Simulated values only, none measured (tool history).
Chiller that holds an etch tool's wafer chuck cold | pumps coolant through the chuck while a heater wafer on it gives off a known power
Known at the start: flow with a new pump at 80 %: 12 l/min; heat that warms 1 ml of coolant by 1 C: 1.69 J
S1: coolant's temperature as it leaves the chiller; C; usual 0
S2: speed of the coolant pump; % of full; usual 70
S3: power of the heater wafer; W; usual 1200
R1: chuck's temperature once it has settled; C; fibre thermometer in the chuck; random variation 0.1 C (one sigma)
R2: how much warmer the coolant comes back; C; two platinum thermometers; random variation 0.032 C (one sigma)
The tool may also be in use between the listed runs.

run 1 hour=0 | S1=0 S2=70 S3=1200 | R1=12.4 R2=4.06
-- hour=5.2 chiller's thermometer calibrated
run 2 hour=98.5 | S1=0 S2=70 S3=1200 | R1=12.3 R2=4.14
run 3 hour=196.8 | S1=0 S2=70 S3=1200 | R1=12.5 R2=4.16
run 4 hour=242.7 | S1=0 S2=70 S3=1200 | R1=12.3 R2=4.21
run 5 hour=313 | S1=0 S2=70 S3=1200 | R1=12.4 R2=4.18
run 6 hour=368.1 | S1=5 S2=70 S3=1200 | R1=17.4 R2=4.23
run 7 hour=462.3 | S1=5 S2=70 S3=1200 | R1=17.5 R2=4.17

Forecast run 8:
run 8 hour=535.8 | S1=5 S2=70 S3=1200 | R1=? R2=?

Run 8 gave R1 17.6 C, R2 4.2 C.
Without the tool's hidden state the same run would have given R1 17.6 C, R2 4.12 C.

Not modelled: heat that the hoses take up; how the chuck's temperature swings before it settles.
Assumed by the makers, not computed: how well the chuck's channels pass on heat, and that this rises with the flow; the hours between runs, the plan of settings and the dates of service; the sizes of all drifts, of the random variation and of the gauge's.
